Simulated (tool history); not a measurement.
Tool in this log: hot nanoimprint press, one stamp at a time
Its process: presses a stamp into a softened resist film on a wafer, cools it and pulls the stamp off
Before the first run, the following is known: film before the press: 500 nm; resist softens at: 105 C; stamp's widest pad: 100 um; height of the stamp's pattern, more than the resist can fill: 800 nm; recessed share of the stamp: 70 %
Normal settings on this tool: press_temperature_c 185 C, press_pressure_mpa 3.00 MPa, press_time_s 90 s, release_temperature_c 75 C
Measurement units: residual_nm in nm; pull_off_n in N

run	hour	press_temperature_c	press_pressure_mpa	press_time_s	release_temperature_c	residual_nm	pull_off_n
1	0.0	185	3.00	90	75	297.9	242
2	15.5	185	3.00	86	75	298.1	239
3	36.1	185	3.00	86	75	301.7	236
4	66.6	185	3.00	90	75	296.0	254
5	87.4	185	3.00	90	75	297.3	242
6	107.7	185	3.00	90	75	294.9	257
7	136.6	185	3.00	90	71	300.2	279
8	166.3	186	3.00	90	75	289.9	255
9	195.9	186	3.00	90	75	291.8	264
# hour 218.9: plate thermocouple calibrated
10	227.8	185	3.00	94	75	302.8	280
11	242.3	185	3.00	90	75	307.5	284
# hour 258.3: stamp cleaned and given a new release coat
12	277.3	185	3.00	90	75	305.0	215
13	298.2	185	3.00	90	75	309.4	222
14	321.2	185	3.00	90	75	307.3	226
15	344.3	185	3.00	90	75	309.1	224
# hour 349.7: plate thermocouple calibrated, once more
16	375.1	185	3.00	90	75	288.1	214
17	392.4	190	2.24	133	75	254.8	227
18	412.0	190	2.24	133	75	256.3	216
19	425.9	182	2.90	47	81	370.6	195
20	449.2	185	3.00	58	75	330.5	232
21	469.5	185	3.00	106	75	276.9	231
22	485.6	185	2.07	121	75	307.0	234
23	507.4	185	3.00	145	61	248.6	310
24	531.3	185	3.00	145	61	251.7	316
25	561.7	174	4.34	75	68	354.0	283
26	581.1	174	2.62	91	65	389.0	303
27	595.2	173	3.00	79	75	394.1	251
28	614.8	188	4.78	83	64	232.6	329
29	636.7	188	4.78	83	64	231.7	330

Here are 5 independent what-if runs from the current tool condition. What would each one return?
A	667.0	194	3.53	83	64	?	?
B	667.0	191	3.00	126	75	?	?
C	667.0	185	3.00	90	77	?	?
D	667.0	185	3.00	129	75	?	?
E	667.0	190	2.31	127	75	?	?

run	residual_nm	pull_off_n
A	223.6	316
B	228.5	266
C	299.8	246
D	266.7	267
E	260.0	258
Stripped of hidden state, with their random variation kept, the same runs would have yielded:
run	residual_nm	pull_off_n
A	211.6	249
B	217.3	209
C	286.8	193
D	254.2	210
E	249.7	203

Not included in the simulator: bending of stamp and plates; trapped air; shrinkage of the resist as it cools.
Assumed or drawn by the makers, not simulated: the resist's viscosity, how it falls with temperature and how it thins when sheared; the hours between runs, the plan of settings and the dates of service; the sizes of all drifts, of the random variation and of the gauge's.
